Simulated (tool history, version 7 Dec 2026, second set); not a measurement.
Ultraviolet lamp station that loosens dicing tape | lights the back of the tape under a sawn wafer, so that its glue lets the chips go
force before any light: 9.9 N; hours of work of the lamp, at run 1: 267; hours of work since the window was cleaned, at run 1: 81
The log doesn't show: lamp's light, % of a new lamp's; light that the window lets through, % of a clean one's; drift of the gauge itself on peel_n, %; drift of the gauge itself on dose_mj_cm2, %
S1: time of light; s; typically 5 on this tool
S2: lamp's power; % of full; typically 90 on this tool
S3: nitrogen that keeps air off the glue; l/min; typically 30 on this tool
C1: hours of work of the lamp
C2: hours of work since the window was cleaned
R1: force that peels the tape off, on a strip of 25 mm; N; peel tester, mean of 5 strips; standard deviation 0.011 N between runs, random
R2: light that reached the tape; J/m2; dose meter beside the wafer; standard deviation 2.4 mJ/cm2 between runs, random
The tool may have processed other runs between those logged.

Run 1, day 0: usual settings; C1 267; C2 81. Result: R1 0.686 N, R2 2260 J/m2.
Run 2, day 1.796: usual settings; C1 290; C2 103. Result: R1 0.733 N, R2 2220 J/m2.
Run 3, day 4.296: usual settings; C1 321; C2 135. Result: R1 0.767 N, R2 2180 J/m2.
Run 4, day 5.792: usual settings; C1 340; C2 153. Result: R1 0.802 N, R2 2120 J/m2.
Run 5, day 8.129: usual settings but S2 85 % of full; C1 369; C2 183. Result: R1 0.99 N, R2 1930 J/m2.
Run 6, day 10.05: usual settings; C1 393; C2 206. Result: R1 0.908 N, R2 1980 J/m2.
At day 10.225: window cleaned of glue's vapour.
Run 7, day 11.3: usual settings; C1 408; C2 13. Result: R1 1.213 N, R2 1780 J/m2.
Run 8, day 13.679: usual settings; C1 438; C2 43. Result: R1 1.308 N, R2 1670 J/m2.
Run 9, day 15.308: usual settings; C1 458; C2 64. Result: R1 1.324 N, R2 1660 J/m2.
Run 10, day 16.883: usual settings; C1 478; C2 83. Result: R1 1.409 N, R2 1650 J/m2.
Run 11, day 19.562: usual settings; C1 512; C2 117. Result: R1 1.532 N, R2 1540 J/m2.
Run 12, day 21.808: usual settings; C1 540; C2 145. Result: R1 1.599 N, R2 1510 J/m2.
Run 13, day 24.375: usual settings; C1 572; C2 177. Result: R1 1.711 N, R2 1440 J/m2.
At day 26.883: window cleaned of glue's vapour, once more.
Run 14, day 27.1: usual settings; C1 606; C2 3. Result: R1 0.721 N, R2 2210 J/m2.
Run 15, day 28.579: usual settings; C1 624; C2 21. Result: R1 0.77 N, R2 2210 J/m2.
Run 16, day 31.346: usual settings but S2 80 % of full; C1 659; C2 56. Result: R1 1.064 N, R2 1880 J/m2.
Run 17, day 33.625: usual settings but S2 80 % of full; C1 687; C2 84. Result: R1 1.13 N, R2 1820 J/m2.
Run 18, day 35.917: usual settings but S2 80 % of full; C1 716; C2 113. Result: R1 1.201 N, R2 1800 J/m2.
Run 19, day 37.367: usual settings; C1 734; C2 131. Result: R1 0.966 N, R2 1960 J/m2.
Run 20, day 39.321: usual settings; C1 758; C2 156. Result: R1 0.993 N, R2 1910 J/m2.
Run 21, day 41.571: usual settings; C1 787; C2 184. Result: R1 1.08 N, R2 1830 J/m2.
At day 43.442: window cleaned of glue's vapour.
Run 22, day 44.175: usual settings but S2 85 % of full; C1 819; C2 9. Result: R1 0.911 N, R2 1940 J/m2.
Run 23, day 47.096: usual settings but S1 2 s, S2 86 % of full, S3 45 l/min; C1 855; C2 46. Result: R1 3.47 N, R2 770 J/m2.
Run 24, day 49.642: usual settings but S2 76 % of full, S3 11 l/min; C1 887; C2 78. Result: R1 2.487 N, R2 1670 J/m2.
Run 25, day 51.721: usual settings but S2 76 % of full, S3 11 l/min; C1 913; C2 104. Result: R1 2.537 N, R2 1670 J/m2.
Run 26, day 53.688: usual settings but S2 76 % of full, S3 11 l/min; C1 938; C2 128. Result: R1 2.638 N, R2 1540 J/m2.
Run 27, day 56.025: usual settings but S2 89 % of full, S3 50 l/min; C1 967; C2 157. Result: R1 0.865 N, R2 1800 J/m2.
Run 28, day 58.358: usual settings but S2 89 % of full, S3 50 l/min; C1 996; C2 187. Result: R1 0.879 N, R2 1750 J/m2.
At day 60.108: window cleaned of glue's vapour.
Run 29, day 61.142: usual settings but S2 97 % of full, S3 50 l/min; C1 1031; C2 13. Result: R1 0.524 N, R2 2130 J/m2.
Run 30, day 63.642: usual settings but S2 60 % of full; C1 1062; C2 44. Result: R1 2.062 N, R2 1320 J/m2.
Run 31, day 66.183: usual settings but S1 3 s, S2 97 % of full, S3 26 l/min; C1 1094; C2 76. Result: R1 2.497 N, R2 1190 J/m2.
Run 32, day 67.946: usual settings but S1 4 s, S2 68 % of full, S3 16 l/min; C1 1116; C2 98. Result: R1 3.381 N, R2 1090 J/m2.
Run 33, day 69.383: usual settings but S1 9 s, S2 86 % of full, S3 27 l/min; C1 1134; C2 116. Result: R1 0.316 N, R2 3130 J/m2.
Run 34, day 72.121: usual settings but S1 9 s, S2 63 % of full, S3 27 l/min; C1 1168; C2 150. Result: R1 0.797 N, R2 2200 J/m2.
Run 35, day 73.662: usual settings but S1 4 s, S2 83 % of full, S3 27 l/min; C1 1188; C2 170. Result: R1 2.206 N, R2 1270 J/m2.
Run 36, day 75.892: usual settings but S1 7 s, S2 74 % of full, S3 11 l/min; C1 1215; C2 197. Result: R1 1.986 N, R2 1920 J/m2.
At day 76.767: window cleaned of glue's vapour.
Run 37, day 77.392: usual settings but S1 4 s, S2 92 % of full, S3 11 l/min; C1 1234; C2 8. Result: R1 2.782 N, R2 1500 J/m2.
Run 38, day 80.058: usual settings but S1 4 s, S2 92 % of full, S3 11 l/min; C1 1267; C2 41. Result: R1 2.803 N, R2 1460 J/m2.
Run 39, day 81.233: usual settings but S1 4 s, S2 92 % of full, S3 11 l/min; C1 1282; C2 56. Result: R1 2.975 N, R2 1480 J/m2.
Run 40, day 82.429: usual settings but S1 4 s, S2 92 % of full, S3 11 l/min; C1 1297; C2 71. Result: R1 2.972 N, R2 1500 J/m2.
Run 41, day 85.162: usual settings but S1 4 s, S2 74 % of full, S3 11 l/min; C1 1331; C2 105. Result: R1 3.811 N, R2 1110 J/m2.
Run 42, day 86.562: usual settings but S2 74 % of full, S3 11 l/min; C1 1349; C2 123. Result: R1 3.049 N, R2 1410 J/m2.

Hidden state or all else? Some run-to-run changes of R1, split into what the settings, what came in and random variation would give without the hidden state, and what is left for the hidden state (with any gauge scatter that isn't in both results):
Run 13 -> 14: window cleaned of glue's vapour, once more. R1 -0.99 N: hidden state -0.991, all else +0.001.
Run 22 -> 23: S1 5 -> 2, S2 85 -> 86, S3 30 -> 45. R1 +2.559 N: hidden state +0.486, all else +2.073.
Run 26 -> 27: S2 76 -> 89, S3 11 -> 50. R1 -1.773 N: hidden state -0.482, all else -1.291.
Run 32 -> 33: S1 4 -> 9, S2 68 -> 86, S3 16 -> 27. R1 -3.065 N: hidden state -0.963, all else -2.102.
Run 34 -> 35: S1 9 -> 4, S2 63 -> 83. R1 +1.409 N: hidden state +0.602, all else +0.807.
